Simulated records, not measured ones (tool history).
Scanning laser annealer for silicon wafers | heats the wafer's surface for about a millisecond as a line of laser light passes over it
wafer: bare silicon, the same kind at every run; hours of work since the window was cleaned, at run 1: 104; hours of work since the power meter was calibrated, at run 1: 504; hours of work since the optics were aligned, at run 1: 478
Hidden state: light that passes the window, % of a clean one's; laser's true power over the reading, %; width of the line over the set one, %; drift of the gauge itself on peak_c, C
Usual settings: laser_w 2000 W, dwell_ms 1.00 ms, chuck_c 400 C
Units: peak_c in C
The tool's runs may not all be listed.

run,hour,laser_w,dwell_ms,chuck_c,hours of work since the window was cleaned,hours of work since the power meter was calibrated,hours of work since the optics were aligned,peak_c
1,0.0,2000,1.00,400,104,504,478,1127
2,16.6,2000,1.00,400,113,512,486,1130
3,43.5,2000,1.00,400,126,526,499,1130
4,62.6,2000,1.00,400,136,536,509,1127
5,78.2,2000,1.00,400,144,543,517,1126
6,104.3,2000,1.00,400,157,557,530,1127
7,124.4,2000,1.00,400,167,567,540,1124
8,141.8,2000,1.00,400,176,576,549,1124
9,168.7,2000,1.00,400,189,589,563,1123
10,185.2,2000,1.00,400,198,597,571,1122
11,200.7,2000,1.00,400,206,605,579,1123
12,213.3,2000,1.00,400,212,612,585,1119
13,226.3,2000,1.00,400,218,618,592,1117
14,240.6,1946,1.00,400,226,625,599,1102
15,267.6,1946,1.00,400,239,639,613,1098
16,286.3,1946,1.00,400,249,649,622,1098
17,298.0,2000,1.00,400,255,654,628,1116
18,312.0,2000,1.00,400,262,662,635,1115
19,337.3,2000,1.00,400,274,674,648,1116
20,357.4,2000,1.00,400,285,684,658,1118
21,380.2,2000,1.00,400,296,696,669,1113
22,392.3,2000,1.00,400,302,702,676,1111
23,416.0,2000,1.23,434,314,714,688,1226
24,428.2,2000,1.23,434,320,720,694,1225
25,452.5,1919,0.88,421,333,732,706,1059
26,467.4,2000,0.73,421,340,740,713,1026
27,488.1,2049,0.73,421,351,750,724,1037
28,503.7,2049,0.70,430,358,758,732,1034
29,527.3,2065,0.73,430,370,770,744,1049
30,542.0,1976,0.81,374,378,778,751,1002
31,554.3,2167,1.00,365,384,784,757,1124
32,569.4,1809,0.73,433,392,791,765,980
33,587.5,1850,1.02,431,401,801,774,1091
34,599.5,1850,1.02,431,407,807,780,1094
35,614.5,2125,0.72,433,414,814,788,1062
36,635.2,2134,1.00,385,425,825,798,1135
37,648.1,2134,1.00,385,431,831,805,1130

Some steps in peak_c between neighbouring runs. How much of each would the tool show without its hidden state too (settings, what came in, random variation), and how much is left for the hidden state, with any gauge scatter that isn't in both results?
Run 24 -> 25: laser_w 2000 -> 1919, dwell_ms 1.23 -> 0.88, chuck_c 434 -> 421. peak_c -166 C: hidden state +6, all else -172.
Run 30 -> 31: laser_w 1976 -> 2167, dwell_ms 0.81 -> 1.00, chuck_c 374 -> 365. peak_c +122 C: hidden state -7, all else +129.
Run 31 -> 32: laser_w 2167 -> 1809, dwell_ms 1.00 -> 0.73, chuck_c 365 -> 433. peak_c -144 C: hidden state +10, all else -154.
Run 32 -> 33: laser_w 1809 -> 1850, dwell_ms 0.73 -> 1.02, chuck_c 433 -> 431. peak_c +111 C: hidden state -7, all else +118.
